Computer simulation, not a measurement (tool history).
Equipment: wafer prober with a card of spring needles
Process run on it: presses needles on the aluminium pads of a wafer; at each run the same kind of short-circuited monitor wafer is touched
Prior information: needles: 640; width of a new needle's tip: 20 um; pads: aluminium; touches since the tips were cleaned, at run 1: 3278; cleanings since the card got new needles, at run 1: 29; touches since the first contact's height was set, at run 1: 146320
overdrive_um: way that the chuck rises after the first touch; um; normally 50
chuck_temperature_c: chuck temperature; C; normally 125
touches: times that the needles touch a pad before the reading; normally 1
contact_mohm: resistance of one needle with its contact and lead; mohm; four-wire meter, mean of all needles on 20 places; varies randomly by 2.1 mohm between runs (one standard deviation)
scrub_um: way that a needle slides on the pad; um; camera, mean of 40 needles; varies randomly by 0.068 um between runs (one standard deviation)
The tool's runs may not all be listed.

| run | hour | overdrive_um | chuck_temperature_c | touches | touches since the tips were cleaned | cleanings since the card got new needles | touches since the first contact's height was set | contact_mohm | scrub_um |
|---|---|---|---|---|---|---|---|---|---|
| 1 | 0 | 50 | 125 | 1 | 3278 | 29 | 146320 | 624 | 10.45 |
|  | 2.6 | tips cleaned on abrasive film |
|  | 12 | tips cleaned on abrasive film |
| 2 | 12.8 | 50 | 125 | 1 | 406 | 31 | 152113 | 324 | 10.43 |
|  | 22.1 | tips cleaned on abrasive film |
| 3 | 23.3 | 50 | 125 | 1 | 559 | 32 | 156865 | 390 | 10.28 |
| 4 | 28.8 | 50 | 125 | 1 | 3051 | 32 | 159357 | 637 | 10.34 |
|  | 31.8 | tips cleaned on abrasive film |
| 5 | 34.5 | 50 | 125 | 1 | 1239 | 33 | 161952 | 465 | 10.39 |
|  | 41.5 | tips cleaned on abrasive film |
|  | 44.9 | height of the first contact set anew |
| 6 | 45.5 | 50 | 125 | 1 | 1710 | 34 | 289 | 500 | 10.98 |
|  | 51.2 | tips cleaned on abrasive film |
| 7 | 57.2 | 50 | 125 | 1 | 2736 | 35 | 5584 | 563 | 10.9 |
|  | 61 | tips cleaned on abrasive film |
| 8 | 68.2 | 50 | 125 | 1 | 3297 | 36 | 10588 | 617 | 10.8 |
|  | 70.7 | tips cleaned on abrasive film |
| 9 | 77.8 | 67 | 125 | 1 | 3214 | 37 | 14930 | 438 | 14.56 |
|  | 80.6 | tips cleaned on abrasive film |
| 10 | 87.7 | 67 | 125 | 1 | 3253 | 38 | 19441 | 430 | 14.83 |
|  | 90.2 | tips cleaned on abrasive film |
| 11 | 96.9 | 67 | 125 | 1 | 3061 | 39 | 23621 | 429 | 14.64 |
|  | 99.6 | tips cleaned on abrasive film |
| 12 | 105.1 | 67 | 125 | 1 | 2540 | 40 | 27341 | 402 | 14.61 |
|  | 109.8 | tips cleaned on abrasive film |
| 13 | 117.4 | 54 | 65 | 1 | 3515 | 41 | 32930 | 600 | 11.57 |
|  | 119.8 | tips cleaned on abrasive film |
|  | 129.5 | tips cleaned on abrasive film |
| 14 | 130.2 | 54 | 85 | 2 | 289 | 43 | 38666 | 265 | 11.81 |
|  | 139.1 | tips cleaned on abrasive film |
| 15 | 139.3 | 37 | 54 | 2 | 114 | 44 | 42810 | 315 | 8 |
| 16 | 146 | 37 | 54 | 2 | 3187 | 44 | 45883 | 681 | 7.96 |

The next listed run, before its measurement:
|  | 148.7 | tips cleaned on abrasive film |
| 17 | 151.7 | 37 | 54 | 2 | 1375 | 45 | 48420 | ? | ? |

For run 17 the tool returned contact_mohm 525 mohm, scrub_um 7.97 um.
If the tool had no hidden condition, the same run with the same run-to-run variation would have returned contact_mohm 230 mohm, scrub_um 8.16 um.
